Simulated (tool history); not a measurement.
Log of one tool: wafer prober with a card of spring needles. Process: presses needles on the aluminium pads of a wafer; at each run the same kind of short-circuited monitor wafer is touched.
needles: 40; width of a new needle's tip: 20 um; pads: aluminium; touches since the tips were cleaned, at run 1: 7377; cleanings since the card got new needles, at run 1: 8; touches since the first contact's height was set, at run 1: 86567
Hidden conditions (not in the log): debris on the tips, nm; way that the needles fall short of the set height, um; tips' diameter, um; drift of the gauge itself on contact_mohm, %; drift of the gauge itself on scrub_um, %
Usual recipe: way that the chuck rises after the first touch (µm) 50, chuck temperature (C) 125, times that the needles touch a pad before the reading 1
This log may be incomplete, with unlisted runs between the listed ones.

run,hour,way that the chuck rises after the first touch (µm),chuck temperature (C),times that the needles touch a pad before the reading,touches since the tips were cleaned,cleanings since the card got new needles,touches since the first contact's height was set,resistance of one needle with its contact and lead (mohm),way that a needle slides on the pad (µm)
1,0.0,50,125,1,7377,8,86567,135,10.66
# hour 3.4: tips cleaned on abrasive film
2,10.2,50,125,1,1571,9,88900,133,10.61
3,22.6,50,125,1,4419,9,91748,135,10.65
4,35.0,50,125,2,7286,9,94615,136,10.61
# hour 39.2: tips cleaned on abrasive film
5,46.7,50,36,1,1727,10,97292,120,10.62
6,54.2,50,36,1,3456,10,99021,122,10.62
7,60.8,50,125,2,4991,10,100556,136,10.54
8,71.8,50,125,1,7514,10,103079,135,10.61
# hour 75.5: tips cleaned on abrasive film
9,80.6,50,125,1,1174,11,105093,133,10.53
10,91.1,50,125,1,3604,11,107523,137,10.55
11,97.7,50,125,1,5108,11,109027,136,10.52
12,103.1,50,125,1,6364,11,110283,135,10.58
# hour 111.0: tips cleaned on abrasive film
13,115.5,50,125,1,1040,12,113119,130,10.56
14,128.3,50,125,1,3983,12,116062,137,10.55
15,136.7,50,125,1,5927,12,118006,132,10.52
# hour 146.7: tips cleaned on abrasive film
16,149.3,50,125,1,596,13,120891,136,10.51
17,158.6,47,125,1,2735,13,123030,134,9.88
18,171.6,48,108,1,5740,13,126035,132,10.13
# hour 182.9: tips cleaned on abrasive film
19,184.6,38,86,3,391,14,129002,134,7.97
20,196.5,66,48,3,3145,14,131756,118,13.75
21,203.2,54,41,1,4696,14,133307,120,11.35
22,215.3,50,41,1,7488,14,136099,122,10.52
# hour 218.8: tips cleaned on abrasive film
23,226.9,60,63,3,1868,15,138737,122,12.52
24,234.1,60,63,3,3529,15,140398,124,12.59
25,240.0,38,69,1,4905,15,141774,130,7.97
26,246.5,36,105,1,6407,15,143276,140,7.50
# hour 254.8: tips cleaned on abrasive film
27,257.8,50,102,3,672,16,145843,132,10.40
28,269.3,36,99,1,3338,16,148509,139,7.50

Run 29 is up next; what results do you expect?
29,281.5,60,125,1,6147,16,151318,?,?

{"run 29": {"resistance of one needle with its contact and lead (mohm)": 133, "way that a needle slides on the pad (µm)": 12.57}}
Without the tool's hidden state the same run would have given resistance of one needle with its contact and lead (mohm) 133, way that a needle slides on the pad (µm) 12.81.
